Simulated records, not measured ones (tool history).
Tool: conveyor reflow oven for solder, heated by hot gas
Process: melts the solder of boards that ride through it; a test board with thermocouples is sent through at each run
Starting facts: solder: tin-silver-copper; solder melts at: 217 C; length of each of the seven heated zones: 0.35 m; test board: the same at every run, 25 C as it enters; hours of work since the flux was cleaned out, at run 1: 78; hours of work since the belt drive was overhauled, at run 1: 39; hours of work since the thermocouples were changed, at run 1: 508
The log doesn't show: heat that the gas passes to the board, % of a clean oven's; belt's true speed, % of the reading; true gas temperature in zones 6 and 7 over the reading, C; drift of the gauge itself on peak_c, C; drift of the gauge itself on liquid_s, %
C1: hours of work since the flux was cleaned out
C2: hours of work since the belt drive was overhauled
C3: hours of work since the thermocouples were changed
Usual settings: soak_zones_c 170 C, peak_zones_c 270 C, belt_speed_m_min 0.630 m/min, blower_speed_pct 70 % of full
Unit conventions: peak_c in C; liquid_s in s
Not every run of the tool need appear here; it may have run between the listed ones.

{"run": 1, "day": 0.0, "soak_zones_c": 170, "peak_zones_c": 270, "belt_speed_m_min": 0.63, "blower_speed_pct": 70, "C1": 78, "C2": 39, "C3": 508, "peak_c": 252.3, "liquid_s": 49.4}
{"run": 2, "day": 0.912, "soak_zones_c": 170, "peak_zones_c": 270, "belt_speed_m_min": 0.63, "blower_speed_pct": 70, "C1": 92, "C2": 53, "C3": 522, "peak_c": 253.2, "liquid_s": 49.3}
{"run": 3, "day": 2.167, "soak_zones_c": 170, "peak_zones_c": 270, "belt_speed_m_min": 0.63, "blower_speed_pct": 70, "C1": 112, "C2": 73, "C3": 542, "peak_c": 253.7, "liquid_s": 49.1}
{"run": 4, "day": 3.042, "soak_zones_c": 170, "peak_zones_c": 270, "belt_speed_m_min": 0.63, "blower_speed_pct": 70, "C1": 125, "C2": 86, "C3": 556, "peak_c": 252.5, "liquid_s": 48.9}
{"run": 5, "day": 4.758, "soak_zones_c": 170, "peak_zones_c": 270, "belt_speed_m_min": 0.63, "blower_speed_pct": 75, "C1": 152, "C2": 113, "C3": 583, "peak_c": 255.0, "liquid_s": 50.5}
{"day": 5.212, "done": "flux residue cleaned out of gas plates and filters"}
{"run": 6, "day": 6.142, "soak_zones_c": 170, "peak_zones_c": 270, "belt_speed_m_min": 0.63, "blower_speed_pct": 75, "C1": 15, "C2": 132, "C3": 601, "peak_c": 254.3, "liquid_s": 50.4}
{"run": 7, "day": 7.183, "soak_zones_c": 170, "peak_zones_c": 270, "belt_speed_m_min": 0.63, "blower_speed_pct": 89, "C1": 31, "C2": 148, "C3": 618, "peak_c": 257.8, "liquid_s": 53.3}
{"run": 8, "day": 8.817, "soak_zones_c": 170, "peak_zones_c": 270, "belt_speed_m_min": 0.63, "blower_speed_pct": 89, "C1": 57, "C2": 174, "C3": 643, "peak_c": 257.2, "liquid_s": 52.7}
{"run": 9, "day": 10.4, "soak_zones_c": 170, "peak_zones_c": 270, "belt_speed_m_min": 0.63, "blower_speed_pct": 89, "C1": 82, "C2": 199, "C3": 668, "peak_c": 256.8, "liquid_s": 53.0}
{"run": 10, "day": 11.388, "soak_zones_c": 170, "peak_zones_c": 270, "belt_speed_m_min": 0.585, "blower_speed_pct": 89, "C1": 97, "C2": 214, "C3": 684, "peak_c": 258.7, "liquid_s": 58.3}
{"run": 11, "day": 12.788, "soak_zones_c": 170, "peak_zones_c": 270, "belt_speed_m_min": 0.585, "blower_speed_pct": 89, "C1": 119, "C2": 237, "C3": 706, "peak_c": 259.0, "liquid_s": 58.6}
{"run": 12, "day": 13.629, "soak_zones_c": 170, "peak_zones_c": 270, "belt_speed_m_min": 0.63, "blower_speed_pct": 65, "C1": 132, "C2": 250, "C3": 719, "peak_c": 251.3, "liquid_s": 47.9}
{"day": 13.917, "done": "belt drive overhauled, speed set with a stopwatch"}
{"run": 13, "day": 14.979, "soak_zones_c": 170, "peak_zones_c": 270, "belt_speed_m_min": 0.63, "blower_speed_pct": 65, "C1": 151, "C2": 17, "C3": 738, "peak_c": 250.8, "liquid_s": 47.6}
{"day": 15.592, "done": "flux residue cleaned out of gas plates and filters"}
{"run": 14, "day": 16.958, "soak_zones_c": 170, "peak_zones_c": 270, "belt_speed_m_min": 0.63, "blower_speed_pct": 65, "C1": 21, "C2": 45, "C3": 766, "peak_c": 251.5, "liquid_s": 48.0}
{"run": 15, "day": 18.262, "soak_zones_c": 170, "peak_zones_c": 270, "belt_speed_m_min": 0.63, "blower_speed_pct": 65, "C1": 42, "C2": 65, "C3": 786, "peak_c": 250.8, "liquid_s": 47.6}
{"day": 18.833, "done": "belt drive overhauled, speed set with a stopwatch, once more"}
{"run": 16, "day": 19.171, "soak_zones_c": 172, "peak_zones_c": 270, "belt_speed_m_min": 0.63, "blower_speed_pct": 65, "C1": 54, "C2": 5, "C3": 798, "peak_c": 251.4, "liquid_s": 48.3}
{"run": 17, "day": 19.921, "soak_zones_c": 172, "peak_zones_c": 270, "belt_speed_m_min": 0.63, "blower_speed_pct": 65, "C1": 66, "C2": 17, "C3": 810, "peak_c": 251.3, "liquid_s": 48.6}
{"run": 18, "day": 20.771, "soak_zones_c": 170, "peak_zones_c": 276, "belt_speed_m_min": 0.63, "blower_speed_pct": 59, "C1": 79, "C2": 30, "C3": 823, "peak_c": 253.1, "liquid_s": 49.2}
{"run": 19, "day": 21.596, "soak_zones_c": 172, "peak_zones_c": 284, "belt_speed_m_min": 0.63, "blower_speed_pct": 70, "C1": 92, "C2": 43, "C3": 836, "peak_c": 265.8, "liquid_s": 55.9}
{"run": 20, "day": 23.171, "soak_zones_c": 172, "peak_zones_c": 284, "belt_speed_m_min": 0.63, "blower_speed_pct": 70, "C1": 117, "C2": 68, "C3": 861, "peak_c": 264.6, "liquid_s": 56.1}
{"run": 21, "day": 24.425, "soak_zones_c": 172, "peak_zones_c": 284, "belt_speed_m_min": 0.63, "blower_speed_pct": 65, "C1": 136, "C2": 88, "C3": 881, "peak_c": 262.4, "liquid_s": 55.0}
{"run": 22, "day": 25.542, "soak_zones_c": 158, "peak_zones_c": 260, "belt_speed_m_min": 0.63, "blower_speed_pct": 75, "C1": 154, "C2": 106, "C3": 898, "peak_c": 242.6, "liquid_s": 39.3}
{"day": 25.983, "done": "flux residue cleaned out of gas plates and filters"}
{"run": 23, "day": 26.721, "soak_zones_c": 158, "peak_zones_c": 260, "belt_speed_m_min": 0.63, "blower_speed_pct": 51, "C1": 12, "C2": 121, "C3": 913, "peak_c": 233.6, "liquid_s": 27.9}
{"run": 24, "day": 28.267, "soak_zones_c": 158, "peak_zones_c": 260, "belt_speed_m_min": 0.63, "blower_speed_pct": 51, "C1": 36, "C2": 145, "C3": 938, "peak_c": 233.3, "liquid_s": 27.3}
{"run": 25, "day": 29.858, "soak_zones_c": 170, "peak_zones_c": 270, "belt_speed_m_min": 0.747, "blower_speed_pct": 70, "C1": 61, "C2": 170, "C3": 963, "peak_c": 246.6, "liquid_s": 36.2}
{"run": 26, "day": 31.671, "soak_zones_c": 160, "peak_zones_c": 270, "belt_speed_m_min": 0.628, "blower_speed_pct": 70, "C1": 89, "C2": 199, "C3": 991, "peak_c": 250.4, "liquid_s": 44.8}
{"run": 27, "day": 32.9, "soak_zones_c": 165, "peak_zones_c": 270, "belt_speed_m_min": 0.732, "blower_speed_pct": 59, "C1": 109, "C2": 218, "C3": 1011, "peak_c": 240.7, "liquid_s": 31.3}
{"run": 28, "day": 33.971, "soak_zones_c": 165, "peak_zones_c": 270, "belt_speed_m_min": 0.732, "blower_speed_pct": 59, "C1": 126, "C2": 235, "C3": 1028, "peak_c": 241.0, "liquid_s": 31.3}
{"run": 29, "day": 34.717, "soak_zones_c": 170, "peak_zones_c": 270, "belt_speed_m_min": 0.63, "blower_speed_pct": 65, "C1": 137, "C2": 247, "C3": 1039, "peak_c": 250.3, "liquid_s": 47.6}
{"run": 30, "day": 35.867, "soak_zones_c": 170, "peak_zones_c": 277, "belt_speed_m_min": 0.544, "blower_speed_pct": 52, "C1": 156, "C2": 265, "C3": 1057, "peak_c": 255.5, "liquid_s": 59.0}

For each entry between runs, how does the tool's hidden state at the last listed run before it compare with that at the first listed run after it?
Logged between run 5 and run 6: flux residue cleaned out of gas plates and filters (day 5.212)
  heat that the gas passes to the board, % of a clean oven's: 97.9 -> 99.1; belt's true speed, % of the reading: 99.81 -> 99.78; true gas temperature in zones 6 and 7 over the reading, C: -1.08 -> -1.13
  measured value less the no-hidden-state value, peak_c: -1.4 -> -1.1 C; liquid_s: -0.8 -> -0.6 s
Logged between run 12 and run 13: belt drive overhauled, speed set with a stopwatch (day 13.917)
  heat that the gas passes to the board, % of a clean oven's: 97.4 -> 97.2; belt's true speed, % of the reading: 99.58 -> 99.33; true gas temperature in zones 6 and 7 over the reading, C: -1.47 -> -1.53
  measured value less the no-hidden-state value, peak_c: -1.8 -> -1.7 C; liquid_s: -1.0 -> -0.9 s
Logged between run 13 and run 14: flux residue cleaned out of gas plates and filters (day 15.592)
  heat that the gas passes to the board, % of a clean oven's: 97.2 -> 99.6; belt's true speed, % of the reading: 99.33 -> 99.28; true gas temperature in zones 6 and 7 over the reading, C: -1.53 -> -1.61
  measured value less the no-hidden-state value, peak_c: -1.7 -> -1.3 C; liquid_s: -0.9 -> -0.4 s
Logged between run 15 and run 16: belt drive overhauled, speed set with a stopwatch, once more (day 18.833)
  heat that the gas passes to the board, % of a clean oven's: 99.3 -> 99.2; belt's true speed, % of the reading: 99.24 -> 100.02; true gas temperature in zones 6 and 7 over the reading, C: -1.67 -> -1.71
  measured value less the no-hidden-state value, peak_c: -1.3 -> -1.6 C; liquid_s: -0.4 -> -1.1 s
Logged between run 22 and run 23: flux residue cleaned out of gas plates and filters (day 25.983)
  heat that the gas passes to the board, % of a clean oven's: 97.7 -> 99.6; belt's true speed, % of the reading: 99.83 -> 99.8; true gas temperature in zones 6 and 7 over the reading, C: -2 -> -2.05
  measured value less the no-hidden-state value, peak_c: -2.3 -> -1.7 C; liquid_s: -1.9 -> -1.8 s
